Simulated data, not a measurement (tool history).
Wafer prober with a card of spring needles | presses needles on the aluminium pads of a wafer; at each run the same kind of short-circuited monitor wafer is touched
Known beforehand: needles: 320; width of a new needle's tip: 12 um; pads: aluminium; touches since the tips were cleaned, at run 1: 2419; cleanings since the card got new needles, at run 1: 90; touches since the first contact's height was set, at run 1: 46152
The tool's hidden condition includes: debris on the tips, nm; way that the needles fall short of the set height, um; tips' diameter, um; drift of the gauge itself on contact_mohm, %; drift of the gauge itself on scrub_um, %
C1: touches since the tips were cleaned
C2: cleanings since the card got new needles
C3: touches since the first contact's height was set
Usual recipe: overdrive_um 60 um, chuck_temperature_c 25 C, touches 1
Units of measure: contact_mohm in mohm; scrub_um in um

run 1 hour=0.0 | overdrive_um=60 chuck_temperature_c=25 touches=1 | C1=2419 C2=90 C3=46152 | contact_mohm=273 scrub_um=15.82
-- hour=3.8 tips cleaned on abrasive film
-- hour=12.2 tips cleaned on abrasive film
run 2 hour=19.5 | overdrive_um=60 chuck_temperature_c=25 touches=1 | C1=3033 C2=92 C3=54146 | contact_mohm=269 scrub_um=15.83
-- hour=21.3 tips cleaned on abrasive film
-- hour=30.0 tips cleaned on abrasive film
-- hour=38.4 tips cleaned on abrasive film
run 3 hour=40.7 | overdrive_um=60 chuck_temperature_c=25 touches=1 | C1=963 C2=95 C3=62824 | contact_mohm=274 scrub_um=15.99
-- hour=48.0 tips cleaned on abrasive film
run 4 hour=51.6 | overdrive_um=60 chuck_temperature_c=25 touches=1 | C1=1518 C2=96 C3=67333 | contact_mohm=268 scrub_um=15.89
-- hour=56.9 tips cleaned on abrasive film
-- hour=65.7 tips cleaned on abrasive film
run 5 hour=66.8 | overdrive_um=60 chuck_temperature_c=25 touches=1 | C1=448 C2=98 C3=73522 | contact_mohm=270 scrub_um=15.76
-- hour=74.1 tips cleaned on abrasive film
run 6 hour=77.2 | overdrive_um=60 chuck_temperature_c=25 touches=1 | C1=1300 C2=99 C3=77810 | contact_mohm=274 scrub_um=15.73
-- hour=83.9 tips cleaned on abrasive film
run 7 hour=90.5 | overdrive_um=60 chuck_temperature_c=25 touches=1 | C1=2704 C2=100 C3=83276 | contact_mohm=269 scrub_um=15.91
-- hour=93.8 tips cleaned on abrasive film
-- hour=102.7 tips cleaned on abrasive film
-- hour=111.4 tips cleaned on abrasive film
run 8 hour=111.4 | overdrive_um=60 chuck_temperature_c=25 touches=1 | C1=0 C2=103 C3=91834 | contact_mohm=271 scrub_um=15.97
-- hour=120.0 tips cleaned on abrasive film
run 9 hour=124.4 | overdrive_um=60 chuck_temperature_c=35 touches=1 | C1=1818 C2=104 C3=97175 | contact_mohm=272 scrub_um=15.84
-- hour=129.5 tips cleaned on abrasive film
-- hour=138.3 tips cleaned on abrasive film
run 10 hour=143.6 | overdrive_um=60 chuck_temperature_c=35 touches=1 | C1=2201 C2=106 C3=105079 | contact_mohm=275 scrub_um=15.78
-- hour=148.5 tips cleaned on abrasive film
run 11 hour=156.0 | overdrive_um=60 chuck_temperature_c=35 touches=1 | C1=3131 C2=107 C3=110181 | contact_mohm=275 scrub_um=15.87
-- hour=157.5 tips cleaned on abrasive film
-- hour=165.8 tips cleaned on abrasive film
run 12 hour=173.2 | overdrive_um=60 chuck_temperature_c=35 touches=1 | C1=3065 C2=109 C3=117244 | contact_mohm=279 scrub_um=15.85
-- hour=174.4 tips cleaned on abrasive film
-- hour=183.5 tips cleaned on abrasive film
-- hour=192.2 tips cleaned on abrasive film
run 13 hour=192.2 | overdrive_um=60 chuck_temperature_c=25 touches=3 | C1=0 C2=112 C3=125002 | contact_mohm=267 scrub_um=15.67
-- hour=202.3 tips cleaned on abrasive film
-- hour=210.7 tips cleaned on abrasive film
run 14 hour=211.0 | overdrive_um=60 chuck_temperature_c=25 touches=3 | C1=111 C2=114 C3=132721 | contact_mohm=269 scrub_um=15.75
-- hour=219.5 tips cleaned on abrasive film
-- hour=228.4 tips cleaned on abrasive film
run 15 hour=231.7 | overdrive_um=60 chuck_temperature_c=124 touches=1 | C1=1341 C2=116 C3=141213 | contact_mohm=300 scrub_um=15.71
-- hour=237.4 tips cleaned on abrasive film
run 16 hour=242.1 | overdrive_um=63 chuck_temperature_c=25 touches=1 | C1=1941 C2=117 C3=145489 | contact_mohm=272 scrub_um=16.54
-- hour=247.1 tips cleaned on abrasive film
run 17 hour=254.8 | overdrive_um=60 chuck_temperature_c=120 touches=2 | C1=3179 C2=118 C3=150726 | contact_mohm=301 scrub_um=15.82
-- hour=256.0 tips cleaned on abrasive film
-- hour=265.6 tips cleaned on abrasive film
run 18 hour=266.5 | overdrive_um=60 chuck_temperature_c=81 touches=1 | C1=356 C2=120 C3=155483 | contact_mohm=287 scrub_um=15.78
-- hour=275.6 tips cleaned on abrasive film
-- hour=285.4 tips cleaned on abrasive film
run 19 hour=285.7 | overdrive_um=75 chuck_temperature_c=88 touches=3 | C1=107 C2=122 C3=163362 | contact_mohm=283 scrub_um=19.70
-- hour=287.9 height of the first contact set anew
-- hour=294.2 tips cleaned on abrasive film
-- hour=302.8 tips cleaned on abrasive film
run 20 hour=304.8 | overdrive_um=53 chuck_temperature_c=107 touches=1 | C1=841 C2=124 C3=6949 | contact_mohm=297 scrub_um=13.93
-- hour=311.3 tips cleaned on abrasive film
-- hour=321.1 tips cleaned on abrasive film
run 21 hour=321.9 | overdrive_um=56 chuck_temperature_c=46 touches=1 | C1=339 C2=126 C3=13980 | contact_mohm=280 scrub_um=14.70
-- hour=330.6 tips cleaned on abrasive film
run 22 hour=332.5 | overdrive_um=56 chuck_temperature_c=46 touches=1 | C1=783 C2=127 C3=18300 | contact_mohm=280 scrub_um=14.62
-- hour=340.0 tips cleaned on abrasive film
run 23 hour=347.5 | overdrive_um=58 chuck_temperature_c=27 touches=1 | C1=3105 C2=128 C3=24503 | contact_mohm=275 scrub_um=15.12
-- hour=348.7 tips cleaned on abrasive film
-- hour=358.3 tips cleaned on abrasive film
run 24 hour=364.1 | overdrive_um=60 chuck_temperature_c=94 touches=1 | C1=2429 C2=130 C3=31322 | contact_mohm=290 scrub_um=15.70
-- hour=367.5 tips cleaned on abrasive film
-- hour=377.3 tips cleaned on abrasive film
run 25 hour=379.6 | overdrive_um=71 chuck_temperature_c=25 touches=2 | C1=956 C2=132 C3=37673 | contact_mohm=268 scrub_um=18.45
-- hour=385.7 tips cleaned on abrasive film
-- hour=394.4 tips cleaned on abrasive film
run 26 hour=400.6 | overdrive_um=43 chuck_temperature_c=25 touches=1 | C1=2564 C2=134 C3=46292 | contact_mohm=278 scrub_um=11.24
-- hour=403.1 tips cleaned on abrasive film
-- hour=412.5 tips cleaned on abrasive film
run 27 hour=419.8 | overdrive_um=43 chuck_temperature_c=25 touches=1 | C1=3065 C2=136 C3=54193 | contact_mohm=278 scrub_um=11.24
-- hour=421.1 tips cleaned on abrasive film
-- hour=430.9 tips cleaned on abrasive film
run 28 hour=432.6 | overdrive_um=43 chuck_temperature_c=72 touches=1 | C1=692 C2=138 C3=59390 | contact_mohm=297 scrub_um=11.22
-- hour=439.4 tips cleaned on abrasive film
-- hour=447.8 tips cleaned on abrasive film
run 29 hour=453.9 | overdrive_um=43 chuck_temperature_c=72 touches=1 | C1=2538 C2=140 C3=68165 | contact_mohm=295 scrub_um=11.14
-- hour=457.6 tips cleaned on abrasive film
run 30 hour=463.9 | overdrive_um=67 chuck_temperature_c=72 touches=1 | C1=2630 C2=141 C3=72269 | contact_mohm=284 scrub_um=17.41
-- hour=467.0 tips cleaned on abrasive film
-- hour=477.1 tips cleaned on abrasive film
run 31 hour=478.4 | overdrive_um=60 chuck_temperature_c=45 touches=3 | C1=541 C2=143 C3=78212 | contact_mohm=284 scrub_um=15.59

Predict each of these 4 candidate next runs independently; none follows another, all start after run 31:
-- hour=486.8 tips cleaned on abrasive film
run A hour=492.5 | overdrive_um=60 chuck_temperature_c=45 touches=1 | C1=2373 C2=144 C3=84015 | contact_mohm=? scrub_um=?
-- hour=486.8 tips cleaned on abrasive film
run B hour=492.5 | overdrive_um=60 chuck_temperature_c=45 touches=3 | C1=2373 C2=144 C3=84015 | contact_mohm=? scrub_um=?
-- hour=486.8 tips cleaned on abrasive film
run C hour=492.5 | overdrive_um=64 chuck_temperature_c=47 touches=2 | C1=2373 C2=144 C3=84015 | contact_mohm=? scrub_um=?
-- hour=486.8 tips cleaned on abrasive film
run D hour=492.5 | overdrive_um=60 chuck_temperature_c=57 touches=1 | C1=2373 C2=144 C3=84015 | contact_mohm=? scrub_um=?

run=A contact_mohm=276 scrub_um=15.46
run=B contact_mohm=279 scrub_um=15.79
run=C contact_mohm=279 scrub_um=16.66
run=D contact_mohm=280 scrub_um=15.66
Without the tool's unlogged condition, the same runs would have read:
run=A contact_mohm=276 scrub_um=15.80
run=B contact_mohm=279 scrub_um=16.13
run=C contact_mohm=278 scrub_um=17.02
run=D contact_mohm=280 scrub_um=16.00

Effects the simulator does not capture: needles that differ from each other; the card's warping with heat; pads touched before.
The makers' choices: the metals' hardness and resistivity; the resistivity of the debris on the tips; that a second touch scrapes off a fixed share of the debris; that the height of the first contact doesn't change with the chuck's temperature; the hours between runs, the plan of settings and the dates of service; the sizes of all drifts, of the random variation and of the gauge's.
